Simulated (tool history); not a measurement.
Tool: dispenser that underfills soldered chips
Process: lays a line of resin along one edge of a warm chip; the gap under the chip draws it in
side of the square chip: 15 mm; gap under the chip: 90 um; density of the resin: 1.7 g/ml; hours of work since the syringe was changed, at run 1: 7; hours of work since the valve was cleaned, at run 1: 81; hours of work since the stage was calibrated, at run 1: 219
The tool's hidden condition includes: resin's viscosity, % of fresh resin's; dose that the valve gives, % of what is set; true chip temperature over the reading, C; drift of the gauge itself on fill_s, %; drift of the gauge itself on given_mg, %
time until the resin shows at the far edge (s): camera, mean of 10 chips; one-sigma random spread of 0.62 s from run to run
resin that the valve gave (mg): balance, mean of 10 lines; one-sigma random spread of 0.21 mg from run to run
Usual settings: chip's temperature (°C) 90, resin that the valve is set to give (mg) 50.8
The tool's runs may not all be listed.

run,day,chip's temperature (°C),resin that the valve is set to give (mg),hours of work since the syringe was changed,hours of work since the valve was cleaned,hours of work since the stage was calibrated,time until the resin shows at the far edge (s),resin that the valve gave (mg)
1,0.000,90,50.8,7,81,219,83.7,47.33
# day 0.138: new syringe of resin
2,0.475,90,50.8,6,89,227,77.9,47.69
# day 0.675: new syringe of resin
3,0.971,90,53.7,5,97,235,74.7,50.03
# day 1.171: dispensing valve cleaned and set on the balance
# day 1.267: new syringe of resin
4,1.308,90,47.0,1,2,240,61.3,47.22
5,1.588,90,47.0,5,7,244,78.2,46.81
# day 1.817: new syringe of resin
6,1.917,90,47.0,2,12,249,65.4,46.76
# day 2.358: new syringe of resin
7,2.517,90,47.0,3,21,259,67.3,47.10
# day 2.888: new syringe of resin
8,3.025,90,47.3,2,30,267,65.9,46.14
9,3.333,90,50.8,7,35,272,84.2,49.66
# day 3.421: new syringe of resin
# day 3.958: new syringe of resin
10,3.958,93,59.7,0,45,282,49.9,57.85
11,4.229,84,47.5,5,49,287,99.1,45.70
# day 4.521: new syringe of resin
12,4.821,85,48.3,5,59,296,97.5,46.35
# day 5.062: new syringe of resin
13,5.112,78,53.2,1,63,301,108.8,50.98
# day 5.600: new syringe of resin
14,5.617,93,53.9,0,71,309,53.8,51.26
15,5.958,82,62.9,6,77,314,113.9,59.26
# day 6.146: new syringe of resin
16,6.371,82,62.9,4,83,321,99.3,59.22
# day 6.683: new syringe of resin
17,6.796,93,53.1,2,90,328,58.9,49.81
# day 7.233: new syringe of resin
18,7.279,93,49.6,1,98,335,55.8,46.03

Branching from run 18: 5 alternative next runs. What would each branch give?
# day 7.408: dispensing valve cleaned and set on the balance
# day 7.808: new syringe of resin
A,7.846,83,44.1,1,7,344,?,?
# day 7.408: dispensing valve cleaned and set on the balance
# day 7.808: new syringe of resin
B,7.846,98,49.6,1,7,344,?,?
# day 7.408: dispensing valve cleaned and set on the balance
# day 7.808: new syringe of resin
C,7.846,104,46.9,1,7,344,?,?
# day 7.408: dispensing valve cleaned and set on the balance
# day 7.808: new syringe of resin
D,7.846,90,47.0,1,7,344,?,?
# day 7.408: dispensing valve cleaned and set on the balance
# day 7.808: new syringe of resin
E,7.846,94,46.3,1,7,344,?,?

run,time until the resin shows at the far edge (s),resin that the valve gave (mg)
A,90.4,44.01
B,43.8,49.41
C,35.6,46.49
D,63.9,46.90
E,53.8,45.98
Stripped of hidden state, with their random variation kept, the same runs would have yielded:
run,time until the resin shows at the far edge (s),resin that the valve gave (mg)
A,77.8,44.28
B,38.0,49.71
C,31.0,46.77
D,55.2,47.19
E,46.6,46.26
